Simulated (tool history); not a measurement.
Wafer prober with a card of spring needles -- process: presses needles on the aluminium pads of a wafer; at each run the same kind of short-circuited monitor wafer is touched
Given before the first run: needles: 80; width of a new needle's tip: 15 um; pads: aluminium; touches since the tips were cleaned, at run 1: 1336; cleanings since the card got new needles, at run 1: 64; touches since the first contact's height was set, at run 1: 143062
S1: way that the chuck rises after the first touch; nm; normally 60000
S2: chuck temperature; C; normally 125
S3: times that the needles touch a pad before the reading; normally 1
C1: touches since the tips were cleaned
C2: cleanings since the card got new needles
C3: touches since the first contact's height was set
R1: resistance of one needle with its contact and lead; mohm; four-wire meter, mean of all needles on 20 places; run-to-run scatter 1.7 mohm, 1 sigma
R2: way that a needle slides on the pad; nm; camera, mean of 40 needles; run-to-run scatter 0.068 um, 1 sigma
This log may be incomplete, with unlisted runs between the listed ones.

run   hour     S1   S2  S3    C1   C2      C3   R1     R2
  1    0.0  60000  125   1  1336   64  143062  239   9190
       3.3  -- tips cleaned on abrasive film
      12.4  -- tips cleaned on abrasive film
  2   12.4  60000  125   3     0   66  145881  184   9220
      21.2  -- tips cleaned on abrasive film
  3   21.3  60000  125   1    10   67  147915  192   9160
  4   28.7  60000  125   1  1724   67  149629  248   9080
      29.9  -- tips cleaned on abrasive film
  5   35.9  60000   35   1  1382   68  151275  228   9100
      39.4  -- tips cleaned on abrasive film
      48.3  -- tips cleaned on abrasive film
  6   49.4  60000   35   1   236   70  154339  185   9140
  7   56.2  60000   35   1  1818   70  155921  247   9040
      57.0  -- tips cleaned on abrasive film
      65.9  -- tips cleaned on abrasive film
  8   69.4  60000  125   1   800   72  158924  220   9180
      75.1  -- tips cleaned on abrasive film
  9   81.3  60000  125   1  1428   73  161648  241   9140
      84.2  -- tips cleaned on abrasive film
 10   89.6  59000  125   1  1235   74  163542  242   8950
      93.2  -- tips cleaned on abrasive film
 11   97.6  47000  125   1  1028   75  165381  267   7010
     101.9  -- tips cleaned on abrasive film
 12  107.5  47000  125   1  1276   76  167632  280   6920
     110.7  -- tips cleaned on abrasive film
 13  116.5  67000  125   1  1348   77  169704  225  10240
     119.2  -- tips cleaned on abrasive film
     125.2  -- height of the first contact set anew
     128.7  -- tips cleaned on abrasive film
 14  129.2  67000  125   1   112   79     896  191  11020
     137.5  -- tips cleaned on abrasive film
 15  142.8  67000  125   1  1237   80    4035  219  11030
     146.4  -- tips cleaned on abrasive film
 16  153.1  67000  125   1  1540   81    6382  226  11030
     155.4  -- tips cleaned on abrasive film
     164.2  -- tips cleaned on abrasive film
 17  164.8  67000  125   1   134   83    9038  187  10960
     173.0  -- tips cleaned on abrasive film
 18  173.6  74000  110   2   136   84   11056  177  12090
 19  181.1  44000   86   1  1874   84   12794  302   7200
     182.2  -- tips cleaned on abrasive film
     191.3  -- tips cleaned on abrasive film
 20  194.8  44000   86   1   810   86   15902  246   7230
     200.1  -- tips cleaned on abrasive film
 21  203.5  59000   84   1   798   87   17903  209   9660
     209.8  -- tips cleaned on abrasive film
 22  214.9  59000   84   1  1158   88   20502  233   9720
     218.6  -- tips cleaned on abrasive film
 23  226.7  59000   84   1  1868   89   23216  241   9570
     227.5  -- tips cleaned on abrasive film
     236.8  -- tips cleaned on abrasive film
 24  240.7  47000   80   3   903   91   26406  201   7530
     245.3  -- tips cleaned on abrasive film
 25  247.3  47000   80   3   447   92   27903  194   7610
     254.2  -- tips cleaned on abrasive film
 26  254.9  43000   75   3   151   93   29638  190   6950
     262.9  -- tips cleaned on abrasive film
 27  262.9  70000   75   1     0   94   31479  171  11320
     272.5  -- tips cleaned on abrasive film
 28  272.7  70000   75   1    62   95   33723  177  11160
     281.6  -- tips cleaned on abrasive film
 29  282.9  60000   38   2   282   96   36043  175   9620
     291.0  -- tips cleaned on abrasive film
 30  293.7  60000   38   2   621   97   38531  190   9690
     299.8  -- tips cleaned on abrasive film
 31  300.5  60000   38   2   165   98   40071  173   9580
 32  307.7  60000  100   1  1836   98   41742  248   9640
     308.7  -- tips cleaned on abrasive film
     317.9  -- tips cleaned on abrasive film
 33  319.8  60000   33   1   454  100   44499  191   9670

Entry by entry between the runs, the difference in hidden state between the last listed run before and the first listed run after:
Logged between run 1 and run 2: tips cleaned on abrasive film (hour 3.3); tips cleaned on abrasive film (hour 12.4)
  debris on the tips, nm: 47 -> 5.1; way that the needles fall short of the set height, um: 4.17 -> 4.3; tips' diameter, um: 16.46 -> 16.5
  measured value less the no-hidden-state value, R1: +58 -> +5 mohm; R2: -680 -> -710 nm
Logged between run 2 and run 3: tips cleaned on abrasive film (hour 21.2)
  debris on the tips, nm: 5.1 -> 7.3; way that the needles fall short of the set height, um: 4.3 -> 4.37; tips' diameter, um: 16.5 -> 16.53
  measured value less the no-hidden-state value, R1: +5 -> +12 mohm; R2: -710 -> -730 nm
Logged between run 4 and run 5: tips cleaned on abrasive film (hour 29.9)
  debris on the tips, nm: 58.9 -> 48.3; way that the needles fall short of the set height, um: 4.37 -> 4.44; tips' diameter, um: 16.53 -> 16.55
  measured value less the no-hidden-state value, R1: +71 -> +67 mohm; R2: -710 -> -730 nm
Logged between run 5 and run 6: tips cleaned on abrasive film (hour 39.4); tips cleaned on abrasive film (hour 48.3)
  debris on the tips, nm: 48.3 -> 13.3; way that the needles fall short of the set height, um: 4.44 -> 4.57; tips' diameter, um: 16.55 -> 16.6
  measured value less the no-hidden-state value, R1: +67 -> +21 mohm; R2: -730 -> -750 nm
Logged between run 7 and run 8: tips cleaned on abrasive film (hour 57.0); tips cleaned on abrasive film (hour 65.9)
  debris on the tips, nm: 61.7 -> 31.6; way that the needles fall short of the set height, um: 4.57 -> 4.71; tips' diameter, um: 16.6 -> 16.65
  measured value less the no-hidden-state value, R1: +85 -> +41 mohm; R2: -750 -> -780 nm
Logged between run 8 and run 9: tips cleaned on abrasive film (hour 75.1)
  debris on the tips, nm: 31.6 -> 50.8; way that the needles fall short of the set height, um: 4.71 -> 4.76; tips' diameter, um: 16.65 -> 16.67
  measured value less the no-hidden-state value, R1: +41 -> +64 mohm; R2: -780 -> -790 nm
Logged between run 9 and run 10: tips cleaned on abrasive film (hour 84.2)
  debris on the tips, nm: 50.8 -> 49; way that the needles fall short of the set height, um: 4.76 -> 4.81; tips' diameter, um: 16.67 -> 16.68
  measured value less the no-hidden-state value, R1: +64 -> +63 mohm; R2: -790 -> -790 nm
Logged between run 10 and run 11: tips cleaned on abrasive film (hour 93.2)
  debris on the tips, nm: 49 -> 39.7; way that the needles fall short of the set height, um: 4.81 -> 4.86; tips' diameter, um: 16.68 -> 16.7
  measured value less the no-hidden-state value, R1: +63 -> +80 mohm; R2: -790 -> -800 nm
Logged between run 11 and run 12: tips cleaned on abrasive film (hour 101.9)
  debris on the tips, nm: 39.7 -> 49.6; way that the needles fall short of the set height, um: 4.86 -> 4.92; tips' diameter, um: 16.7 -> 16.72
  measured value less the no-hidden-state value, R1: +80 -> +98 mohm; R2: -800 -> -800 nm
Logged between run 12 and run 13: tips cleaned on abrasive film (hour 110.7)
  debris on the tips, nm: 49.6 -> 44.7; way that the needles fall short of the set height, um: 4.92 -> 5; tips' diameter, um: 16.72 -> 16.75
  measured value less the no-hidden-state value, R1: +98 -> +47 mohm; R2: -800 -> -830 nm
Logged between run 13 and run 14: tips cleaned on abrasive film (hour 119.2); height of the first contact set anew (hour 125.2); tips cleaned on abrasive film (hour 128.7)
  debris on the tips, nm: 44.7 -> 12.6; way that the needles fall short of the set height, um: 5 -> 0.05; tips' diameter, um: 16.75 -> 16.8
  measured value less the no-hidden-state value, R1: +47 -> +13 mohm; R2: -830 -> -10 nm
Logged between run 14 and run 15: tips cleaned on abrasive film (hour 137.5)
  debris on the tips, nm: 12.6 -> 48.3; way that the needles fall short of the set height, um: 0.05 -> 0.11; tips' diameter, um: 16.8 -> 16.82
  measured value less the no-hidden-state value, R1: +13 -> +43 mohm; R2: -10 -> -10 nm
Logged between run 15 and run 16: tips cleaned on abrasive film (hour 146.4)
  debris on the tips, nm: 48.3 -> 53.9; way that the needles fall short of the set height, um: 0.11 -> 0.17; tips' diameter, um: 16.82 -> 16.84
  measured value less the no-hidden-state value, R1: +43 -> +49 mohm; R2: -10 -> -30 nm
Logged between run 16 and run 17: tips cleaned on abrasive film (hour 155.4); tips cleaned on abrasive film (hour 164.2)
  debris on the tips, nm: 53.9 -> 7.7; way that the needles fall short of the set height, um: 0.17 -> 0.31; tips' diameter, um: 16.84 -> 16.89
  measured value less the no-hidden-state value, R1: +49 -> +9 mohm; R2: -30 -> -50 nm
Logged between run 17 and run 18: tips cleaned on abrasive film (hour 173.0)
  debris on the tips, nm: 7.7 -> 10.6; way that the needles fall short of the set height, um: 0.31 -> 0.36; tips' diameter, um: 16.89 -> 16.91
  measured value less the no-hidden-state value, R1: +9 -> +6 mohm; R2: -50 -> -60 nm
Logged between run 19 and run 20: tips cleaned on abrasive film (hour 182.2); tips cleaned on abrasive film (hour 191.3)
  debris on the tips, nm: 61 -> 33.8; way that the needles fall short of the set height, um: 0.36 -> 0.47; tips' diameter, um: 16.91 -> 16.94
  measured value less the no-hidden-state value, R1: +122 -> +68 mohm; R2: -60 -> -80 nm
Logged between run 20 and run 21: tips cleaned on abrasive film (hour 200.1)
  debris on the tips, nm: 33.8 -> 30.5; way that the needles fall short of the set height, um: 0.47 -> 0.52; tips' diameter, um: 16.94 -> 16.96
  measured value less the no-hidden-state value, R1: +68 -> +38 mohm; R2: -80 -> -90 nm
Logged between run 21 and run 22: tips cleaned on abrasive film (hour 209.8)
  debris on the tips, nm: 30.5 -> 47.7; way that the needles fall short of the set height, um: 0.52 -> 0.58; tips' diameter, um: 16.96 -> 16.98
  measured value less the no-hidden-state value, R1: +38 -> +59 mohm; R2: -90 -> -100 nm
Logged between run 22 and run 23: tips cleaned on abrasive film (hour 218.6)
  debris on the tips, nm: 47.7 -> 59.4; way that the needles fall short of the set height, um: 0.58 -> 0.65; tips' diameter, um: 16.98 -> 17.01
  measured value less the no-hidden-state value, R1: +59 -> +72 mohm; R2: -100 -> -110 nm
Logged between run 23 and run 24: tips cleaned on abrasive film (hour 227.5); tips cleaned on abrasive film (hour 236.8)
  debris on the tips, nm: 59.4 -> 35.1; way that the needles fall short of the set height, um: 0.65 -> 0.78; tips' diameter, um: 17.01 -> 17.05
  measured value less the no-hidden-state value, R1: +72 -> +25 mohm; R2: -110 -> -130 nm
Logged between run 24 and run 25: tips cleaned on abrasive film (hour 245.3)
  debris on the tips, nm: 35.1 -> 22.2; way that the needles fall short of the set height, um: 0.78 -> 0.85; tips' diameter, um: 17.05 -> 17.08
  measured value less the no-hidden-state value, R1: +25 -> +18 mohm; R2: -130 -> -150 nm
Logged between run 25 and run 26: tips cleaned on abrasive film (hour 254.2)
  debris on the tips, nm: 22.2 -> 9; way that the needles fall short of the set height, um: 0.85 -> 0.91; tips' diameter, um: 17.08 -> 17.1
  measured value less the no-hidden-state value, R1: +18 -> +11 mohm; R2: -150 -> -160 nm
Logged between run 26 and run 27: tips cleaned on abrasive film (hour 262.9)
  debris on the tips, nm: 9 -> 2.6; way that the needles fall short of the set height, um: 0.91 -> 0.97; tips' diameter, um: 17.1 -> 17.12
  measured value less the no-hidden-state value, R1: +11 -> +4 mohm; R2: -160 -> -160 nm
Logged between run 27 and run 28: tips cleaned on abrasive film (hour 272.5)
  debris on the tips, nm: 2.6 -> 7; way that the needles fall short of the set height, um: 0.97 -> 1.04; tips' diameter, um: 17.12 -> 17.14
  measured value less the no-hidden-state value, R1: +4 -> +9 mohm; R2: -160 -> -170 nm
Logged between run 28 and run 29: tips cleaned on abrasive film (hour 281.6)
  debris on the tips, nm: 7 -> 12.2; way that the needles fall short of the set height, um: 1.04 -> 1.09; tips' diameter, um: 17.14 -> 17.16
  measured value less the no-hidden-state value, R1: +9 -> +12 mohm; R2: -170 -> -180 nm
Logged between run 29 and run 30: tips cleaned on abrasive film (hour 291.0)
  debris on the tips, nm: 12.2 -> 30.2; way that the needles fall short of the set height, um: 1.09 -> 1.15; tips' diameter, um: 17.16 -> 17.18
  measured value less the no-hidden-state value, R1: +12 -> +25 mohm; R2: -180 -> -190 nm
Logged between run 30 and run 31: tips cleaned on abrasive film (hour 299.8)
  debris on the tips, nm: 30.2 -> 14.8; way that the needles fall short of the set height, um: 1.15 -> 1.23; tips' diameter, um: 17.18 -> 17.21
  measured value less the no-hidden-state value, R1: +25 -> +14 mohm; R2: -190 -> -200 nm
Logged between run 32 and run 33: tips cleaned on abrasive film (hour 308.7); tips cleaned on abrasive film (hour 317.9)
  debris on the tips, nm: 62.9 -> 20.6; way that the needles fall short of the set height, um: 1.23 -> 1.36; tips' diameter, um: 17.21 -> 17.25
  measured value less the no-hidden-state value, R1: +75 -> +29 mohm; R2: -200 -> -220 nm
